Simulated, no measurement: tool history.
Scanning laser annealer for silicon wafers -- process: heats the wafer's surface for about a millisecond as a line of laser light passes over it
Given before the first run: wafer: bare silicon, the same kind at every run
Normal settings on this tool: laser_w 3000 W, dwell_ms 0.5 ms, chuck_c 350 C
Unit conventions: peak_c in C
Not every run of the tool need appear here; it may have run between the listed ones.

{"run": 1, "hour": 0.0, "laser_w": 3000, "dwell_ms": 0.5, "chuck_c": 350, "peak_c": 1084}
{"run": 2, "hour": 26.2, "laser_w": 3000, "dwell_ms": 0.5, "chuck_c": 350, "peak_c": 1080}
{"run": 3, "hour": 66.6, "laser_w": 3000, "dwell_ms": 0.5, "chuck_c": 350, "peak_c": 1080}
{"run": 4, "hour": 113.7, "laser_w": 3000, "dwell_ms": 0.5, "chuck_c": 350, "peak_c": 1082}
{"run": 5, "hour": 161.7, "laser_w": 3000, "dwell_ms": 0.5, "chuck_c": 350, "peak_c": 1082}
{"run": 6, "hour": 188.6, "laser_w": 3000, "dwell_ms": 0.5, "chuck_c": 350, "peak_c": 1081}
{"run": 7, "hour": 244.6, "laser_w": 3000, "dwell_ms": 0.5, "chuck_c": 350, "peak_c": 1084}
{"run": 8, "hour": 271.1, "laser_w": 3000, "dwell_ms": 0.5, "chuck_c": 350, "peak_c": 1083}
{"run": 9, "hour": 308.7, "laser_w": 3000, "dwell_ms": 0.5, "chuck_c": 386, "peak_c": 1119}
{"run": 10, "hour": 339.4, "laser_w": 3000, "dwell_ms": 0.5, "chuck_c": 350, "peak_c": 1084}
{"run": 11, "hour": 365.1, "laser_w": 3000, "dwell_ms": 0.469, "chuck_c": 350, "peak_c": 1061}
{"run": 12, "hour": 410.3, "laser_w": 3000, "dwell_ms": 0.469, "chuck_c": 350, "peak_c": 1063}
{"run": 13, "hour": 462.3, "laser_w": 2779, "dwell_ms": 0.393, "chuck_c": 347, "peak_c": 943}
{"run": 14, "hour": 488.9, "laser_w": 2831, "dwell_ms": 0.605, "chuck_c": 385, "peak_c": 1129}
{"run": 15, "hour": 515.5, "laser_w": 3000, "dwell_ms": 0.454, "chuck_c": 350, "peak_c": 1050}
{"run": 16, "hour": 545.6, "laser_w": 2729, "dwell_ms": 0.45, "chuck_c": 380, "peak_c": 1002}
{"run": 17, "hour": 586.6, "laser_w": 2886, "dwell_ms": 0.5, "chuck_c": 350, "peak_c": 1051}
{"run": 18, "hour": 635.0, "laser_w": 2886, "dwell_ms": 0.354, "chuck_c": 312, "peak_c": 905}
{"run": 19, "hour": 686.8, "laser_w": 2886, "dwell_ms": 0.354, "chuck_c": 312, "peak_c": 905}

5 ways to go on from here, each from the tool as it stands after run 19. What would each give?
{"run": "A", "hour": 721.8, "laser_w": 2955, "dwell_ms": 0.411, "chuck_c": 373, "peak_c": "?"}
{"run": "B", "hour": 721.8, "laser_w": 2886, "dwell_ms": 0.521, "chuck_c": 312, "peak_c": "?"}
{"run": "C", "hour": 721.8, "laser_w": 2886, "dwell_ms": 0.418, "chuck_c": 314, "peak_c": "?"}
{"run": "D", "hour": 721.8, "laser_w": 2886, "dwell_ms": 0.572, "chuck_c": 312, "peak_c": "?"}
{"run": "E", "hour": 721.8, "laser_w": 3000, "dwell_ms": 0.55, "chuck_c": 350, "peak_c": "?"}

run=A peak_c=1027
run=B peak_c=1025
run=C peak_c=954
run=D peak_c=1061
run=E peak_c=1116
The same runs, with their run-to-run variation unchanged, on a tool lacking any hidden condition would have given:
run=A peak_c=1027
run=B peak_c=1026
run=C peak_c=955
run=D peak_c=1061
run=E peak_c=1117
